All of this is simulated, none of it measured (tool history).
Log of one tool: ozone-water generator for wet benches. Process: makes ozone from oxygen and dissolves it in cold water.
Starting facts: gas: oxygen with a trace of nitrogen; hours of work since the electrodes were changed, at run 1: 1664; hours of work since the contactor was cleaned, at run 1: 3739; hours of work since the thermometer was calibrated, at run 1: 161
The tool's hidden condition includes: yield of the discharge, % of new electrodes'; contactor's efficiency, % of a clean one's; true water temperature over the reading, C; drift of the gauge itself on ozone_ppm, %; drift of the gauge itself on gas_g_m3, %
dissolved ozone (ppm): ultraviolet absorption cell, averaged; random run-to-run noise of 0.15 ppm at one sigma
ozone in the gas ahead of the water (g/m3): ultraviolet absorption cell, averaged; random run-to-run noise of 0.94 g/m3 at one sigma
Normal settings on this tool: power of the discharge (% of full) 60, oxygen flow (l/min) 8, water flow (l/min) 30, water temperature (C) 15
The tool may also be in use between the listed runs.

run,hour,power of the discharge (% of full),oxygen flow (l/min),water flow (l/min),water temperature (C),hours of work since the electrodes were changed,hours of work since the contactor was cleaned,hours of work since the thermometer was calibrated,dissolved ozone (ppm),ozone in the gas ahead of the water (g/m3)
1,0,60,8,30,15,1664,3739,161,16.9,155.5
2,44.5,60,8,30,15,1695,3769,191,17.1,154.5
3,109,60,8,30,15,1739,3813,235,16.8,154.5
4,185.2,62,8,30,15,1791,3865,288,17.4,158.4
5,222.9,60,4.48,30,15,1816,3891,313,15.6,206.2
6,295.2,60,4.48,30,15,1866,3940,363,15.4,205.3
7,331.6,60,4.48,30,15,1891,3965,388,15.5,206.2
8,382.2,60,4.48,30,15,1925,4000,422,15.3,204.4
9,413.7,60,8,30,15,1947,4021,444,16.5,155
10,460.6,60,8,30,15,1979,4053,476,16.8,154.1
# hour 467.5: water thermometer calibrated
11,521.9,60,8,32,15,2020,4095,37,15.7,154
12,563.2,60,8,32,15,2049,4123,65,15.7,154.1
13,621.5,86,8,30,15,2088,4163,105,21.6,196.5
14,678,86,8,30,15,2127,4202,144,21.8,200.6
15,743.1,86,8,30,15,2171,4246,188,22,198.8
16,778.1,60,8,30,15,2195,4270,212,16.7,152.7
# hour 812: water thermometer calibrated, once more
17,815.8,60,8,30,15,2221,4295,3,16.8,154.1
18,847.6,60,8,30,15,2242,4317,24,16.5,154.2
19,918.1,64,8,30,9,2291,4365,73,18.7,161.7
20,986.6,63,4.57,44,15,2337,4412,119,10.4,205.8
21,1021.1,60,6.99,22,15,2361,4436,143,21.6,163.7
22,1053.7,60,10.15,30,15,2383,4458,165,16.9,137.7
23,1095.8,89,12.57,30,15,2412,4487,194,22.3,164
24,1132.5,89,12.57,30,15,2437,4512,219,22.3,161.2
25,1165.2,60,10.04,30,15,2459,4534,241,16.8,137
26,1199.6,61,9.43,21,15,2483,4558,265,22.4,143.4
27,1253.7,61,9.43,21,15,2520,4595,302,22.5,142.1
# hour 1269.5: contactor cleaned
28,1294.4,61,10.93,23,8,2545,17,327,24.2,132.6
29,1333.1,61,10.93,23,8,2571,43,353,24.1,132
30,1383.1,63,10.3,23,8,2606,78,387,24.8,139.3
31,1427.8,63,10.3,23,8,2636,108,418,24.4,138.8
32,1488.7,60,4.87,35,15,2678,150,460,13.3,192.5

Run 33 is up next; what results do you expect?
33,1555.4,48,4.87,39,15,2723,195,505,?,?

Run 33 produced dissolved ozone (ppm) 10.3, ozone in the gas ahead of the water (g/m3) 164.9.
Minus the tool's unlogged condition, the same run would have read dissolved ozone (ppm) 10.8, ozone in the gas ahead of the water (g/m3) 171.8.
